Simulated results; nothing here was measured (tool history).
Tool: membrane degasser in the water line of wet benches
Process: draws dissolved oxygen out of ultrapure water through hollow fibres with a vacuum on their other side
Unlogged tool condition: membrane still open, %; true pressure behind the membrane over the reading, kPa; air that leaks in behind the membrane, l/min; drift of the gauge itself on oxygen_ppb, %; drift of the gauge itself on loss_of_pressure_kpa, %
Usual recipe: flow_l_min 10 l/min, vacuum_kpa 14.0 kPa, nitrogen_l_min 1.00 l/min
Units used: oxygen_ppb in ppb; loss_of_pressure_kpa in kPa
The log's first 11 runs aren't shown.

run,hour,flow_l_min,vacuum_kpa,nitrogen_l_min,hours since the membrane was changed,hours since the vacuum gauge was calibrated,hours since the vacuum lines were made tight,oxygen_ppb,loss_of_pressure_kpa
12,1680.3,10,32.4,1.00,3628,5968,9242,646.1,54.02
13,1812.3,10,32.4,1.00,3760,6100,9374,648.1,53.96
14,2026.4,10,14.0,0.66,3974,6314,9588,365.1,53.29
15,2222.5,10,8.6,1.00,4170,6510,9785,128.0,53.77
16,2334.3,7,13.7,1.50,4282,6622,9896,120.2,37.70
17,2529.6,7,13.7,1.50,4477,6817,10092,119.4,37.59
18,2744.9,7,28.2,1.12,4692,7033,10307,367.1,37.69
19,2918.3,7,28.2,1.12,4866,7206,10480,366.8,37.59
20,3025.2,7,28.2,1.12,4973,7313,10587,363.8,37.63
21,3222.9,10,13.5,0.65,5170,7511,10785,352.4,53.77
# hour 3302.0: vacuum gauge calibrated
22,3393.4,10,26.4,2.43,5340,91,10955,232.6,54.20
23,3580.1,10,26.4,2.43,5527,278,11142,231.6,54.39

Estimate the outcome of run 24 from the log above:
24,3724.3,14,14.0,2.52,5671,422,11286,?,?

{"run 24": {"oxygen_ppb": 155.3, "loss_of_pressure_kpa": 75.55}}
Without the tool's hidden state the same run would have given oxygen_ppb 155.1 ppb, loss_of_pressure_kpa 74.29 kPa.
